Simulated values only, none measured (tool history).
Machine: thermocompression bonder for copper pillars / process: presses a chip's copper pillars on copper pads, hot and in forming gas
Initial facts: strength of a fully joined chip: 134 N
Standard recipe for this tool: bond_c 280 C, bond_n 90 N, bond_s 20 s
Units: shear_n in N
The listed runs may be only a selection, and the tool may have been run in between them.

run	day	bond_c	bond_n	bond_s	shear_n
1	0.000	280	90	20	64.2
2	2.112	280	89	20	62.7
3	3.833	280	90	14	55.4
4	5.554	278	90	20	62.1
5	7.004	280	77	20	58.5
6	9.408	280	77	20	57.0
7	11.654	280	77	20	57.2
# day 12.046: forming gas filter changed
8	14.046	280	77	20	60.9
9	16.271	280	77	20	61.8
10	17.517	306	77	20	81.8
11	19.467	280	90	30	74.3
12	21.242	263	90	30	60.3
13	23.258	263	90	30	59.6
14	25.221	280	90	20	62.5
15	27.038	280	90	20	62.7
16	29.396	280	90	20	62.2
17	31.138	280	90	20	61.7
18	32.542	292	103	20	73.3
19	34.729	292	103	20	73.0
# day 34.904: force cell calibrated
# day 35.912: heater calibrated with a thermocouple chip
20	37.050	292	103	20	73.0
# day 37.792: forming gas filter changed
21	38.454	271	103	20	63.6
22	40.325	280	61	20	54.4
23	41.754	280	90	56	88.6
24	43.575	290	74	56	92.1
25	44.979	291	90	20	72.8
26	46.429	291	90	20	71.3
# day 47.633: force cell calibrated, once more
27	47.633	256	72	30	51.6
28	49.825	289	103	30	85.1
29	51.788	289	103	30	84.9
30	54.054	280	65	50	74.9
31	55.779	268	58	12	35.7
32	56.938	268	58	12	36.5
33	58.183	276	70	49	72.2

How would selected steps in shear_n from run to run divide? Give the signed amount a tool lacking its hidden state would still show from settings, what came in and random variation, and the signed amount left for the hidden state, including any gauge scatter that is not in both of the compared results.
Unlogged tool condition in this case: true temperature of the bond over the reading, C; force that reaches the chip, % of what is set; oxide that the forming gas leaves, % of the face; drift of the gauge itself on shear_n, %.
Run 7 -> 8: forming gas filter changed. shear_n +3.7 N: hidden state +5.0, all else -1.3.
Run 20 -> 21: bond_c 292 -> 271, forming gas filter changed. shear_n -9.4 N: hidden state +6.6, all else -16.0.
Run 22 -> 23: bond_n 61 -> 90, bond_s 20 -> 56. shear_n +34.2 N: hidden state -1.3, all else +35.5.
Run 30 -> 31: bond_c 280 -> 268, bond_n 65 -> 58, bond_s 50 -> 12. shear_n -39.2 N: hidden state +2.7, all else -41.9.
Run 32 -> 33: bond_c 268 -> 276, bond_n 58 -> 70, bond_s 12 -> 49. shear_n +35.7 N: hidden state -3.9, all else +39.6.

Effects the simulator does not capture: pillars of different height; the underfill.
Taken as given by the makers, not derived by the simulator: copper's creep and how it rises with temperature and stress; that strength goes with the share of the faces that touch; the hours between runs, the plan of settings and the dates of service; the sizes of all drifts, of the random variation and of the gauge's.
